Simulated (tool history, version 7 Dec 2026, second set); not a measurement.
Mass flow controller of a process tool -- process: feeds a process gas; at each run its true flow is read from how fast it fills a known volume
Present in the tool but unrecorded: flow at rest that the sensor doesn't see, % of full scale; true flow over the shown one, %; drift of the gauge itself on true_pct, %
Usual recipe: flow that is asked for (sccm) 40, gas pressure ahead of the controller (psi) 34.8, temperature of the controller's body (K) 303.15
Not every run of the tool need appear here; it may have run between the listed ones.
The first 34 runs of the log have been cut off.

| run | hour | flow that is asked for (sccm) | gas pressure ahead of the controller (psi) | temperature of the controller's body (K) | hours of work since the controller was set to zero | hours of work since the controller was changed | true flow (%) |
|---|---|---|---|---|---|---|---|
| 35 | 2156.1 | 14 | 25.4 | 297.15 | 571 | 3415 | 96.41 |
| 36 | 2202.6 | 14 | 24.9 | 299.15 | 599 | 3443 | 96.60 |
| 37 | 2251.8 | 40 | 23.5 | 293.15 | 629 | 3472 | 97.20 |
| 38 | 2314.5 | 40 | 27.4 | 293.15 | 667 | 3510 | 97.10 |
| 39 | 2356.2 | 40 | 27.4 | 293.15 | 692 | 3536 | 96.98 |
| 40 | 2422.7 | 40 | 27.4 | 293.15 | 732 | 3576 | 96.93 |
| 41 | 2493.6 | 13 | 34.8 | 306.15 | 775 | 3618 | 96.47 |
| 42 | 2588.9 | 13 | 34.8 | 306.15 | 833 | 3676 | 96.48 |
| 43 | 2632.3 | 13 | 24.9 | 295.15 | 859 | 3702 | 95.99 |
| 44 | 2727.0 | 95 | 23.6 | 309.15 | 916 | 3759 | 99.92 |
| 45 | 2773.3 | 10 | 33.8 | 306.15 | 944 | 3787 | 96.15 |
| 46 | 2839.5 | 10 | 33.8 | 306.15 | 984 | 3827 | 96.09 |

Here are 3 independent what-if runs from the current tool condition. What would each one return?
| A | 2903.2 | 35 | 37.4 | 294.15 | 1023 | 3866 | ? |
| B | 2903.2 | 10 | 33.8 | 306.15 | 1023 | 3866 | ? |
| C | 2903.2 | 10 | 33.8 | 293.15 | 1023 | 3866 | ? |

| run | true flow (%) |
|---|---|
| A | 96.42 |
| B | 96.09 |
| C | 95.30 |
Without the tool's hidden state the same runs would have given:
| run | true flow (%) |
|---|---|
| A | 97.46 |
| B | 97.71 |
| C | 96.91 |
